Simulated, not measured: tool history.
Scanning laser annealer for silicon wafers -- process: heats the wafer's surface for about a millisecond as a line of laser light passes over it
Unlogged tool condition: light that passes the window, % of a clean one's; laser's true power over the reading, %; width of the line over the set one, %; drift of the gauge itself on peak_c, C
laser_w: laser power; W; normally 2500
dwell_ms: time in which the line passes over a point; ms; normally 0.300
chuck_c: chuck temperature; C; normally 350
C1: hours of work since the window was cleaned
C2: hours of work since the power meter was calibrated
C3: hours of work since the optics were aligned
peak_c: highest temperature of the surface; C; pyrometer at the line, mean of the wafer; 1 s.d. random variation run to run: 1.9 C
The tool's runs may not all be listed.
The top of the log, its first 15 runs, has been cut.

{"run": 16, "day": 5.579, "laser_w": 2500, "dwell_ms": 0.3, "chuck_c": 350, "C1": 356, "C2": 258, "C3": 719, "peak_c": 1134}
{"run": 17, "day": 5.833, "laser_w": 2500, "dwell_ms": 0.3, "chuck_c": 350, "C1": 360, "C2": 262, "C3": 723, "peak_c": 1133}
{"run": 18, "day": 6.188, "laser_w": 2500, "dwell_ms": 0.3, "chuck_c": 350, "C1": 365, "C2": 267, "C3": 729, "peak_c": 1134}
{"day": 6.35, "done": "laser's power meter calibrated"}
{"run": 19, "day": 6.729, "laser_w": 2500, "dwell_ms": 0.3, "chuck_c": 350, "C1": 372, "C2": 6, "C3": 735, "peak_c": 1135}
{"run": 20, "day": 6.971, "laser_w": 2266, "dwell_ms": 0.38, "chuck_c": 350, "C1": 375, "C2": 9, "C3": 739, "peak_c": 1157}
{"run": 21, "day": 7.375, "laser_w": 2266, "dwell_ms": 0.267, "chuck_c": 374, "C1": 382, "C2": 16, "C3": 745, "peak_c": 1032}
{"run": 22, "day": 7.671, "laser_w": 2582, "dwell_ms": 0.218, "chuck_c": 372, "C1": 386, "C2": 20, "C3": 749, "peak_c": 1049}
{"run": 23, "day": 8.204, "laser_w": 2582, "dwell_ms": 0.218, "chuck_c": 372, "C1": 394, "C2": 28, "C3": 758, "peak_c": 1042}
{"run": 24, "day": 8.442, "laser_w": 2582, "dwell_ms": 0.218, "chuck_c": 372, "C1": 398, "C2": 32, "C3": 761, "peak_c": 1045}
{"run": 25, "day": 8.804, "laser_w": 2582, "dwell_ms": 0.218, "chuck_c": 372, "C1": 403, "C2": 37, "C3": 767, "peak_c": 1044}
{"run": 26, "day": 9.083, "laser_w": 2582, "dwell_ms": 0.218, "chuck_c": 372, "C1": 408, "C2": 42, "C3": 771, "peak_c": 1044}
{"day": 9.25, "done": "laser's power meter calibrated, once more"}
{"run": 27, "day": 9.492, "laser_w": 2500, "dwell_ms": 0.3, "chuck_c": 318, "C1": 412, "C2": 4, "C3": 775, "peak_c": 1096}
{"run": 28, "day": 9.854, "laser_w": 2611, "dwell_ms": 0.333, "chuck_c": 321, "C1": 418, "C2": 9, "C3": 781, "peak_c": 1182}
{"run": 29, "day": 10.225, "laser_w": 2611, "dwell_ms": 0.333, "chuck_c": 321, "C1": 423, "C2": 15, "C3": 787, "peak_c": 1185}
{"run": 30, "day": 10.467, "laser_w": 2349, "dwell_ms": 0.221, "chuck_c": 315, "C1": 427, "C2": 19, "C3": 790, "peak_c": 925}
{"run": 31, "day": 10.767, "laser_w": 2433, "dwell_ms": 0.343, "chuck_c": 330, "C1": 431, "C2": 23, "C3": 795, "peak_c": 1140}
{"run": 32, "day": 11.183, "laser_w": 2671, "dwell_ms": 0.3, "chuck_c": 354, "C1": 438, "C2": 29, "C3": 801, "peak_c": 1187}
{"run": 33, "day": 11.55, "laser_w": 2402, "dwell_ms": 0.3, "chuck_c": 366, "C1": 443, "C2": 35, "C3": 807, "peak_c": 1111}
{"run": 34, "day": 11.912, "laser_w": 2159, "dwell_ms": 0.268, "chuck_c": 320, "C1": 449, "C2": 41, "C3": 812, "peak_c": 945}
{"run": 35, "day": 12.35, "laser_w": 2159, "dwell_ms": 0.268, "chuck_c": 320, "C1": 456, "C2": 47, "C3": 819, "peak_c": 948}
{"run": 36, "day": 12.679, "laser_w": 2159, "dwell_ms": 0.268, "chuck_c": 320, "C1": 461, "C2": 52, "C3": 824, "peak_c": 941}

Here are 4 independent what-if runs from the current tool condition. What would each one return?
{"run": "A", "day": 13.008, "laser_w": 2159, "dwell_ms": 0.252, "chuck_c": 322, "C1": 466, "C2": 57, "C3": 829, "peak_c": "?"}
{"run": "B", "day": 13.008, "laser_w": 2359, "dwell_ms": 0.235, "chuck_c": 331, "C1": 466, "C2": 57, "C3": 829, "peak_c": "?"}
{"run": "C", "day": 13.008, "laser_w": 2500, "dwell_ms": 0.268, "chuck_c": 350, "C1": 466, "C2": 57, "C3": 829, "peak_c": "?"}
{"run": "D", "day": 13.008, "laser_w": 2399, "dwell_ms": 0.29, "chuck_c": 320, "C1": 466, "C2": 57, "C3": 829, "peak_c": "?"}

run=A peak_c=920
run=B peak_c=963
run=C peak_c=1076
run=D peak_c=1049
With no hidden state in the tool, these same runs would have given:
run=A peak_c=943
run=B peak_c=987
run=C peak_c=1104
run=D peak_c=1076
